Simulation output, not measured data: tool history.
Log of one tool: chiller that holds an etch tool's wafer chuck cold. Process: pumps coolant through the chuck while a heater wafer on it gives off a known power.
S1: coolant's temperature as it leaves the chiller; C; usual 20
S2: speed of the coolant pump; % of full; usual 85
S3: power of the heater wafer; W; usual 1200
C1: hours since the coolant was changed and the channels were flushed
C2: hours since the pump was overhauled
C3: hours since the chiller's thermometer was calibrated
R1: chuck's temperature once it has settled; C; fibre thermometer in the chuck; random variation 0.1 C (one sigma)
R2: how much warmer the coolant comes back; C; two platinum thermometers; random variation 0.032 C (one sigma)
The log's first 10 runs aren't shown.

Run 11, hour 336.7: usual settings but S1 17 C; C1 460; C2 1262; C3 2034. Result: R1 24.9 C, R2 3.49 C.
Run 12, hour 362.4: usual settings but S1 17 C; C1 485; C2 1288; C3 2060. Result: R1 25.1 C, R2 3.47 C.
Run 13, hour 394: usual settings but S1 17 C; C1 517; C2 1319; C3 2091. Result: R1 25.1 C, R2 3.41 C.
Run 14, hour 421.8: usual settings but S1 17 C; C1 545; C2 1347; C3 2119. Result: R1 25 C, R2 3.5 C.
Run 15, hour 458.6: usual settings but S1 17 C; C1 582; C2 1384; C3 2156. Result: R1 25 C, R2 3.48 C.
Run 16, hour 487.1: usual settings but S3 1349 W; C1 610; C2 1412; C3 2184. Result: R1 29.1 C, R2 3.86 C.
Run 17, hour 511.4: usual settings but S1 21 C, S3 1349 W; C1 634; C2 1437; C3 2209. Result: R1 29.9 C, R2 3.93 C.
Run 18, hour 554.7: usual settings but S1 21 C, S3 1349 W; C1 678; C2 1480; C3 2252. Result: R1 29.9 C, R2 3.91 C.
Run 19, hour 580.7: usual settings but S1 19 C, S2 79 % of full, S3 1155 W; C1 704; C2 1506; C3 2278. Result: R1 27 C, R2 3.59 C.
Run 20, hour 612.2: usual settings but S1 19 C, S2 79 % of full, S3 1155 W; C1 735; C2 1537; C3 2309. Result: R1 27.1 C, R2 3.55 C.
Run 21, hour 656.7: usual settings but S1 22 C, S2 79 % of full, S3 620 W; C1 780; C2 1582; C3 2354. Result: R1 26.2 C, R2 1.88 C.
Run 22, hour 692.4: usual settings but S1 14 C, S2 65 % of full, S3 1449 W; C1 815; C2 1618; C3 2390. Result: R1 25.4 C, R2 5.42 C.
Run 23, hour 714.8: usual settings but S1 14 C, S2 65 % of full, S3 794 W; C1 838; C2 1640; C3 2412. Result: R1 20.3 C, R2 2.93 C.
Run 24, hour 740.4: usual settings but S1 19 C, S2 63 % of full; C1 863; C2 1666; C3 2438. Result: R1 28.5 C, R2 4.66 C.
Run 25, hour 767.1: usual settings but S1 19 C, S2 63 % of full; C1 890; C2 1692; C3 2464. Result: R1 28.8 C, R2 4.55 C.
Run 26, hour 795: usual settings but S1 19 C, S2 63 % of full; C1 918; C2 1720; C3 2492. Result: R1 28.7 C, R2 4.6 C.
Run 27, hour 816.5: usual settings but S1 19 C, S2 72 % of full, S3 1566 W; C1 940; C2 1742; C3 2514. Result: R1 30.7 C, R2 5.29 C.
Run 28, hour 858: usual settings but S1 22 C, S2 72 % of full, S3 1451 W; C1 981; C2 1783; C3 2555. Result: R1 32.6 C, R2 4.93 C.
Run 29, hour 889.4: usual settings but S1 22 C, S2 72 % of full, S3 1451 W; C1 1012; C2 1815; C3 2587. Result: R1 32.8 C, R2 4.94 C.
Run 30, hour 929.4: usual settings but S1 22 C, S2 72 % of full, S3 1451 W; C1 1052; C2 1855; C3 2627. Result: R1 32.8 C, R2 4.92 C.
Run 31, hour 950.3: usual settings but S1 23 C, S2 82 % of full, S3 1348 W; C1 1073; C2 1876; C3 2648. Result: R1 32.2 C, R2 4.02 C.

Forecast each of these 3 alternatives for the next run:
Run A, hour 988.7: usual settings but S1 14 C, S2 73 % of full, S3 661 W; C1 1112; C2 1914; C3 2686. Result: R1 ?, R2 ?.
Run B, hour 988.7: usual settings but S1 17 C, S2 82 % of full, S3 1348 W; C1 1112; C2 1914; C3 2686. Result: R1 ?, R2 ?.
Run C, hour 988.7: usual settings but S1 12 C, S2 82 % of full, S3 1348 W; C1 1112; C2 1914; C3 2686. Result: R1 ?, R2 ?.

run    R1    R2
  A  18.8  2.21
  B  26.3  4.01
  C  21.4  4.02
Without the tool's hidden state the same runs would have given:
run    R1    R2
  A  18.8  2.21
  B  26.3  4.01
  C  21.3  4.02
